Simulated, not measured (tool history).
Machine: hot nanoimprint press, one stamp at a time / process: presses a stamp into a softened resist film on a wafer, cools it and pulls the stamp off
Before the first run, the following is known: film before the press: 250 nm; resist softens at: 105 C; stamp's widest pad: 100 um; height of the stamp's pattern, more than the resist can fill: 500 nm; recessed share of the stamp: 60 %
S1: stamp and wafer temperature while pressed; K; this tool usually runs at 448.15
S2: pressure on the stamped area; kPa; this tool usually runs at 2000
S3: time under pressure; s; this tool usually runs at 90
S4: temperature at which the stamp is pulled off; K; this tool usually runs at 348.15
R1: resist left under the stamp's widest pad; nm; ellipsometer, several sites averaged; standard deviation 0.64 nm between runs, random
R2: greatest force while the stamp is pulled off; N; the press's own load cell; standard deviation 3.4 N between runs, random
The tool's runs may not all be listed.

| run | day | S1 | S2 | S3 | S4 | R1 | R2 |
|---|---|---|---|---|---|---|---|
| 1 | 0 | 448.15 | 2000 | 90 | 348.15 | 137.3 | 170 |
| 2 | 0.45 | 448.15 | 2000 | 90 | 348.15 | 137.5 | 179 |
| 3 | 0.921 | 448.15 | 2000 | 90 | 348.15 | 136.5 | 175 |
| 4 | 1.408 | 448.15 | 2000 | 90 | 348.15 | 137.5 | 176 |
| 5 | 2.388 | 448.15 | 2000 | 90 | 348.15 | 137.4 | 184 |
| 6 | 3.258 | 448.15 | 2000 | 90 | 348.15 | 137.5 | 188 |
| 7 | 3.8 | 448.15 | 2000 | 90 | 348.15 | 136.7 | 183 |
| 8 | 4.462 | 448.15 | 2000 | 90 | 348.15 | 138 | 196 |
| 9 | 5.375 | 448.15 | 2000 | 90 | 348.15 | 136.8 | 196 |
| 10 | 5.892 | 448.15 | 1200 | 90 | 348.15 | 172.9 | 202 |
| 11 | 6.512 | 448.15 | 1200 | 90 | 348.15 | 173 | 203 |
| 12 | 7.4 | 448.15 | 1200 | 90 | 335.15 | 173.4 | 236 |
| 13 | 7.879 | 448.15 | 1200 | 90 | 335.15 | 173.9 | 226 |
| 14 | 8.579 | 448.15 | 1780 | 90 | 348.15 | 144.6 | 205 |
|  | 9.254 | stamp cleaned and given a new release coat |
| 15 | 9.288 | 448.15 | 2000 | 90 | 348.15 | 136.2 | 160 |
| 16 | 10.271 | 448.15 | 2000 | 90 | 348.15 | 136.8 | 171 |
| 17 | 11.179 | 449.15 | 1600 | 64 | 348.15 | 163.1 | 172 |
| 18 | 11.883 | 459.15 | 2000 | 139 | 337.15 | 89 | 194 |
|  | 12.425 | plate thermocouple calibrated |
| 19 | 12.767 | 459.15 | 2000 | 139 | 337.15 | 90 | 198 |
| 20 | 13.258 | 459.15 | 2000 | 139 | 337.15 | 89.5 | 204 |
| 21 | 14.142 | 459.15 | 2000 | 139 | 337.15 | 90.3 | 214 |
| 22 | 14.712 | 448.15 | 2000 | 90 | 345.15 | 139.4 | 194 |
| 23 | 15.467 | 454.15 | 1810 | 136 | 352.15 | 110.2 | 177 |
| 24 | 16.171 | 453.15 | 2000 | 90 | 348.15 | 122.2 | 200 |
| 25 | 16.742 | 453.15 | 2000 | 90 | 348.15 | 122.4 | 198 |
| 26 | 17.675 | 458.15 | 2760 | 47 | 338.15 | 109 | 217 |
| 27 | 18.183 | 458.15 | 3140 | 47 | 347.15 | 103 | 210 |
| 28 | 19.179 | 458.15 | 1980 | 47 | 342.15 | 131.3 | 225 |
| 29 | 19.65 | 458.15 | 1610 | 47 | 342.15 | 147.3 | 224 |

4 ways to go on from here, each from the tool as it stands after run 29. What would each give?
| A | 20.371 | 458.15 | 1610 | 47 | 340.15 | ? | ? |
| B | 20.371 | 448.15 | 2000 | 45 | 348.15 | ? | ? |
| C | 20.371 | 458.15 | 1610 | 113 | 355.15 | ? | ? |
| D | 20.371 | 448.15 | 2000 | 56 | 348.15 | ? | ? |

| run | R1 | R2 |
|---|---|---|
| A | 147.4 | 234 |
| B | 166.9 | 204 |
| C | 112.9 | 191 |
| D | 159.5 | 210 |
Without the tool's unlogged condition, the same runs would have read:
| run | R1 | R2 |
|---|---|---|
| A | 146.7 | 179 |
| B | 165.9 | 156 |
| C | 112.2 | 146 |
| D | 158.5 | 161 |

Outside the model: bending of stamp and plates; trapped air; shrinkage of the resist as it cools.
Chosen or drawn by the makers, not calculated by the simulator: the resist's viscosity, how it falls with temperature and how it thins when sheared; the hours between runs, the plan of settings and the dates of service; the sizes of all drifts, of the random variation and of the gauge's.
